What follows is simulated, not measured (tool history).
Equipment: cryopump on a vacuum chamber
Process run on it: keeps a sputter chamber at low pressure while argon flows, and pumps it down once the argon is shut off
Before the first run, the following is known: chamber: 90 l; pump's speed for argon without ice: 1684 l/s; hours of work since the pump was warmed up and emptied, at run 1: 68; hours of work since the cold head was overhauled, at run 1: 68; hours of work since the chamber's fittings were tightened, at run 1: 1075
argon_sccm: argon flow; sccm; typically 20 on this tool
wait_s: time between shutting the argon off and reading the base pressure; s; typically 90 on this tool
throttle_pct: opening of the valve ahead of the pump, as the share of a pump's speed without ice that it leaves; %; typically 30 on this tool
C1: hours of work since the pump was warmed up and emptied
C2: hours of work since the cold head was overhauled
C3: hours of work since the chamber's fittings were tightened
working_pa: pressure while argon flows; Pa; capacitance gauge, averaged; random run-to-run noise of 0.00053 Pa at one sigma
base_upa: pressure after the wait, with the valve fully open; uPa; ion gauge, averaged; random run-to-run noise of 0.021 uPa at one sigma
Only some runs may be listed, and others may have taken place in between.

{"run": 1, "hour": 0.0, "argon_sccm": 20, "wait_s": 90, "throttle_pct": 30, "C1": 68, "C2": 68, "C3": 1075, "working_pa": 0.0672, "base_upa": 2.29}
{"run": 2, "hour": 20.0, "argon_sccm": 20, "wait_s": 90, "throttle_pct": 30, "C1": 83, "C2": 83, "C3": 1090, "working_pa": 0.0679, "base_upa": 2.25}
{"run": 3, "hour": 41.2, "argon_sccm": 20, "wait_s": 90, "throttle_pct": 30, "C1": 99, "C2": 99, "C3": 1106, "working_pa": 0.0671, "base_upa": 2.39}
{"run": 4, "hour": 61.0, "argon_sccm": 20, "wait_s": 90, "throttle_pct": 30, "C1": 114, "C2": 114, "C3": 1121, "working_pa": 0.0683, "base_upa": 2.3}
{"run": 5, "hour": 90.6, "argon_sccm": 20, "wait_s": 90, "throttle_pct": 30, "C1": 136, "C2": 136, "C3": 1143, "working_pa": 0.0686, "base_upa": 2.47}
{"run": 6, "hour": 119.2, "argon_sccm": 20, "wait_s": 90, "throttle_pct": 30, "C1": 157, "C2": 157, "C3": 1164, "working_pa": 0.068, "base_upa": 2.49}
{"run": 7, "hour": 143.2, "argon_sccm": 20, "wait_s": 90, "throttle_pct": 30, "C1": 175, "C2": 175, "C3": 1182, "working_pa": 0.0689, "base_upa": 2.52}
{"run": 8, "hour": 161.5, "argon_sccm": 20, "wait_s": 90, "throttle_pct": 30, "C1": 189, "C2": 189, "C3": 1196, "working_pa": 0.07, "base_upa": 2.54}
{"run": 9, "hour": 176.4, "argon_sccm": 20, "wait_s": 37, "throttle_pct": 30, "C1": 200, "C2": 200, "C3": 1207, "working_pa": 0.0697, "base_upa": 3.05}
{"run": 10, "hour": 191.3, "argon_sccm": 16, "wait_s": 37, "throttle_pct": 30, "C1": 211, "C2": 211, "C3": 1218, "working_pa": 0.055, "base_upa": 2.98}
{"run": 11, "hour": 204.8, "argon_sccm": 20, "wait_s": 90, "throttle_pct": 50, "C1": 221, "C2": 221, "C3": 1228, "working_pa": 0.0428, "base_upa": 2.66}
{"run": 12, "hour": 229.8, "argon_sccm": 20, "wait_s": 90, "throttle_pct": 30, "C1": 240, "C2": 240, "C3": 1247, "working_pa": 0.0699, "base_upa": 2.75}
{"run": 13, "hour": 253.8, "argon_sccm": 20, "wait_s": 221, "throttle_pct": 30, "C1": 258, "C2": 258, "C3": 1265, "working_pa": 0.0693, "base_upa": 2.66}
{"run": 14, "hour": 283.6, "argon_sccm": 20, "wait_s": 90, "throttle_pct": 30, "C1": 280, "C2": 280, "C3": 1287, "working_pa": 0.0693, "base_upa": 2.84}
{"run": 15, "hour": 297.2, "argon_sccm": 20, "wait_s": 90, "throttle_pct": 30, "C1": 290, "C2": 290, "C3": 1297, "working_pa": 0.0698, "base_upa": 3.01}
{"run": 16, "hour": 322.0, "argon_sccm": 20, "wait_s": 90, "throttle_pct": 38, "C1": 309, "C2": 309, "C3": 1316, "working_pa": 0.0566, "base_upa": 3.02}
{"run": 17, "hour": 335.1, "argon_sccm": 20, "wait_s": 90, "throttle_pct": 38, "C1": 319, "C2": 319, "C3": 1326, "working_pa": 0.0558, "base_upa": 3.01}
{"run": 18, "hour": 358.3, "argon_sccm": 26, "wait_s": 90, "throttle_pct": 30, "C1": 336, "C2": 336, "C3": 1343, "working_pa": 0.092, "base_upa": 3.05}
{"hour": 365.2, "done": "pump warmed up, emptied and cooled again"}
{"run": 19, "hour": 379.6, "argon_sccm": 35, "wait_s": 37, "throttle_pct": 30, "C1": 11, "C2": 348, "C3": 1355, "working_pa": 0.1175, "base_upa": 3}
{"run": 20, "hour": 402.9, "argon_sccm": 35, "wait_s": 37, "throttle_pct": 30, "C1": 28, "C2": 366, "C3": 1373, "working_pa": 0.1176, "base_upa": 3.12}
{"hour": 409.4, "done": "leaking fittings of the chamber tightened, without venting"}
{"run": 21, "hour": 429.6, "argon_sccm": 35, "wait_s": 37, "throttle_pct": 30, "C1": 47, "C2": 384, "C3": 15, "working_pa": 0.1177, "base_upa": 0.81}
{"run": 22, "hour": 452.5, "argon_sccm": 22, "wait_s": 98, "throttle_pct": 17, "C1": 64, "C2": 401, "C3": 32, "working_pa": 0.1308, "base_upa": 0.46}
{"run": 23, "hour": 467.0, "argon_sccm": 22, "wait_s": 98, "throttle_pct": 17, "C1": 75, "C2": 412, "C3": 43, "working_pa": 0.13, "base_upa": 0.49}
{"run": 24, "hour": 493.5, "argon_sccm": 22, "wait_s": 98, "throttle_pct": 17, "C1": 94, "C2": 432, "C3": 63, "working_pa": 0.1307, "base_upa": 0.54}
{"run": 25, "hour": 523.6, "argon_sccm": 17, "wait_s": 264, "throttle_pct": 25, "C1": 117, "C2": 454, "C3": 85, "working_pa": 0.0692, "base_upa": 0.44}
{"run": 26, "hour": 553.8, "argon_sccm": 8, "wait_s": 264, "throttle_pct": 25, "C1": 139, "C2": 477, "C3": 108, "working_pa": 0.0332, "base_upa": 0.48}
{"run": 27, "hour": 580.2, "argon_sccm": 8, "wait_s": 24, "throttle_pct": 34, "C1": 159, "C2": 497, "C3": 128, "working_pa": 0.0245, "base_upa": 1.34}
{"run": 28, "hour": 604.9, "argon_sccm": 20, "wait_s": 90, "throttle_pct": 16, "C1": 178, "C2": 515, "C3": 146, "working_pa": 0.1275, "base_upa": 0.73}
{"run": 29, "hour": 635.4, "argon_sccm": 20, "wait_s": 38, "throttle_pct": 21, "C1": 200, "C2": 538, "C3": 169, "working_pa": 0.097, "base_upa": 1.09}
{"run": 30, "hour": 664.7, "argon_sccm": 20, "wait_s": 86, "throttle_pct": 19, "C1": 222, "C2": 560, "C3": 191, "working_pa": 0.109, "base_upa": 0.81}
{"run": 31, "hour": 679.3, "argon_sccm": 34, "wait_s": 86, "throttle_pct": 19, "C1": 233, "C2": 571, "C3": 202, "working_pa": 0.1844, "base_upa": 0.84}
{"run": 32, "hour": 702.5, "argon_sccm": 34, "wait_s": 97, "throttle_pct": 19, "C1": 251, "C2": 588, "C3": 219, "working_pa": 0.1853, "base_upa": 0.82}
{"run": 33, "hour": 721.6, "argon_sccm": 34, "wait_s": 80, "throttle_pct": 17, "C1": 265, "C2": 602, "C3": 233, "working_pa": 0.207, "base_upa": 0.89}

For some of the steps in working_pa from one run to the next: how much would appear even if the tool had no hidden state, given the settings, what came in and random variation, and how much remains for the hidden state plus any gauge scatter that the measured result and the result without hidden state don't share?
Unlogged tool condition in this case: pump's speed, % of a pump's without ice; cold plate's temperature, K; leak into the chamber, uPa l/s; drift of the gauge itself on working_pa, %; drift of the gauge itself on base_upa, %.
Run 17 -> 18: argon_sccm 20 -> 26, throttle_pct 38 -> 30. working_pa +0.0362 Pa: hidden state +0.0015, all else +0.0347.
Run 18 -> 19: argon_sccm 26 -> 35, wait_s 90 -> 37, pump warmed up, emptied and cooled again. working_pa +0.0255 Pa: hidden state -0.0045, all else +0.03.
Run 24 -> 25: argon_sccm 22 -> 17, wait_s 98 -> 264, throttle_pct 17 -> 25. working_pa -0.0615 Pa: hidden state -0.0001, all else -0.0614.
Run 27 -> 28: argon_sccm 8 -> 20, wait_s 24 -> 90, throttle_pct 34 -> 16. working_pa +0.103 Pa: hidden state +0.0014, all else +0.1016.
Run 30 -> 31: argon_sccm 20 -> 34. working_pa +0.0754 Pa: hidden state +0.0021, all else +0.0733.

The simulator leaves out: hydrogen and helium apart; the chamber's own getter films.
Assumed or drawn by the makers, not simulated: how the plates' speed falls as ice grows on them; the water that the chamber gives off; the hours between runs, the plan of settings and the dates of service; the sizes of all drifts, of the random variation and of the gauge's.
